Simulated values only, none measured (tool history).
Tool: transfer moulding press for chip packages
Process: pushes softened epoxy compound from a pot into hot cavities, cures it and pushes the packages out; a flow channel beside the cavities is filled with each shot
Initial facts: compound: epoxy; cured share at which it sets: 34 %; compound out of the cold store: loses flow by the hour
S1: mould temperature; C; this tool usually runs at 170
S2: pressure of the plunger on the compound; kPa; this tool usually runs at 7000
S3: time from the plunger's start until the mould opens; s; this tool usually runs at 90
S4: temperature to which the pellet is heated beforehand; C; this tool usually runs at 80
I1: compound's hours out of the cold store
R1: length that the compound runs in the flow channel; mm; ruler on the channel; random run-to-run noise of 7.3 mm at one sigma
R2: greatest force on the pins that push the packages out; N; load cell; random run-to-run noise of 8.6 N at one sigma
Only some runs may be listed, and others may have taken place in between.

Run 1, day 0: usual settings; I1 11.6. Result: R1 957 mm, R2 401 N.
At day 0.996: plunger's sealing rings changed.
At day 1.892: mould's thermocouples calibrated.
At day 3.192: cavities cleaned with cleaning compound and waxed.
Run 2, day 3.221: usual settings; I1 19.4. Result: R1 910 mm, R2 395 N.
Run 3, day 5.7: usual settings but S2 8580 kPa; I1 37.1. Result: R1 905 mm, R2 365 N.
At day 6.667: cavities cleaned with cleaning compound and waxed.
Run 4, day 7.521: usual settings but S3 97 s; I1 32.2. Result: R1 845 mm, R2 356 N.
At day 10.071: cavities cleaned with cleaning compound and waxed.
Run 5, day 10.404: usual settings; I1 12.5. Result: R1 949 mm, R2 417 N.
Run 6, day 12.779: usual settings; I1 24.2. Result: R1 866 mm, R2 384 N.
At day 13.421: cavities cleaned with cleaning compound and waxed.
At day 15.233: plunger's sealing rings changed.
Run 7, day 15.408: usual settings; I1 17.9. Result: R1 919 mm, R2 408 N.
At day 16.833: cavities cleaned with cleaning compound and waxed.
Run 8, day 17.646: usual settings but S1 171 C; I1 27.8. Result: R1 861 mm, R2 349 N.
Run 9, day 19.088: usual settings but S1 171 C; I1 35.2. Result: R1 794 mm, R2 350 N.
At day 20.238: cavities cleaned with cleaning compound and waxed.
Run 10, day 20.508: usual settings but S1 171 C; I1 12.8. Result: R1 943 mm, R2 396 N.
Run 11, day 23.35: usual settings but S1 171 C; I1 41.1. Result: R1 793 mm, R2 358 N.
At day 23.596: cavities cleaned with cleaning compound and waxed.
Run 12, day 25.417: usual settings but S1 171 C, S2 5490 kPa; I1 44.3. Result: R1 685 mm, R2 356 N.
At day 27.012: cavities cleaned with cleaning compound and waxed.
Run 13, day 27.446: usual settings but S1 171 C, S2 5490 kPa; I1 12.5. Result: R1 836 mm, R2 378 N.
At day 29.562: plunger's sealing rings changed.
Run 14, day 30.3: usual settings but S1 171 C, S2 5490 kPa, S3 123 s; I1 36.4. Result: R1 717 mm, R2 288 N.
At day 30.546: cavities cleaned with cleaning compound and waxed.
Run 15, day 32.571: usual settings but S1 171 C, S2 5490 kPa, S3 123 s; I1 16. Result: R1 821 mm, R2 279 N.
At day 33.833: cavities cleaned with cleaning compound and waxed.
Run 16, day 34.579: usual settings but S1 171 C, S2 6280 kPa, S3 123 s; I1 47.2. Result: R1 715 mm, R2 294 N.
At day 36.171: mould's thermocouples calibrated.
Run 17, day 36.988: usual settings but S2 5310 kPa, S3 85 s; I1 16.7. Result: R1 804 mm, R2 457 N.
At day 37.279: cavities cleaned with cleaning compound and waxed.
Run 18, day 39.312: usual settings but S2 6600 kPa; I1 24.3. Result: R1 846 mm, R2 401 N.
At day 40.779: cavities cleaned with cleaning compound and waxed.
Run 19, day 41.404: usual settings but S1 168 C, S3 105 s, S4 89 C; I1 44.8. Result: R1 780 mm, R2 330 N.
At day 43.821: plunger's sealing rings changed.
Run 20, day 43.821: usual settings but S1 168 C, S2 5480 kPa, S3 105 s, S4 74 C; I1 32. Result: R1 751 mm, R2 328 N.
At day 44.246: cavities cleaned with cleaning compound and waxed.
Run 21, day 45.533: usual settings but S1 169 C, S2 5480 kPa, S3 119 s, S4 73 C; I1 28. Result: R1 777 mm, R2 305 N.
At day 47.729: cavities cleaned with cleaning compound and waxed.
Run 22, day 48.179: usual settings but S1 169 C, S2 5480 kPa, S3 119 s, S4 73 C; I1 15.6. Result: R1 824 mm, R2 295 N.
Run 23, day 49.888: usual settings but S2 6290 kPa; I1 28.4. Result: R1 807 mm, R2 382 N.
At day 51.046: cavities cleaned with cleaning compound and waxed.
Run 24, day 52.283: usual settings but S2 6290 kPa; I1 46.6. Result: R1 715 mm, R2 380 N.
Run 25, day 54.138: usual settings but S1 176 C, S3 125 s, S4 83 C; I1 28.2. Result: R1 836 mm, R2 290 N.
At day 54.367: cavities cleaned with cleaning compound and waxed.
Run 26, day 56.546: usual settings but S3 130 s; I1 45.1. Result: R1 753 mm, R2 285 N.
At day 57.767: cavities cleaned with cleaning compound and waxed.
At day 58.15: plunger's sealing rings changed.
Run 27, day 58.35: usual settings but S1 167 C, S3 126 s; I1 9.1. Result: R1 1001 mm, R2 293 N.

3 ways to go on from here, each from the tool as it stands after run 27. What would each give?
Run A, day 61.054: usual settings but S1 171 C, S3 121 s; I1 45.5. Result: R1 ?, R2 ?.
Run B, day 61.054: usual settings but S1 175 C, S2 6250 kPa, S3 126 s, S4 72 C; I1 38.7. Result: R1 ?, R2 ?.
Run C, day 61.054: usual settings but S2 7250 kPa; I1 24.3. Result: R1 ?, R2 ?.

run   R1   R2
  A  767  285
  B  747  287
  C  899  405
What these runs would have given with no unlogged condition in the tool:
run   R1   R2
  A  768  283
  B  747  286
  C  899  403

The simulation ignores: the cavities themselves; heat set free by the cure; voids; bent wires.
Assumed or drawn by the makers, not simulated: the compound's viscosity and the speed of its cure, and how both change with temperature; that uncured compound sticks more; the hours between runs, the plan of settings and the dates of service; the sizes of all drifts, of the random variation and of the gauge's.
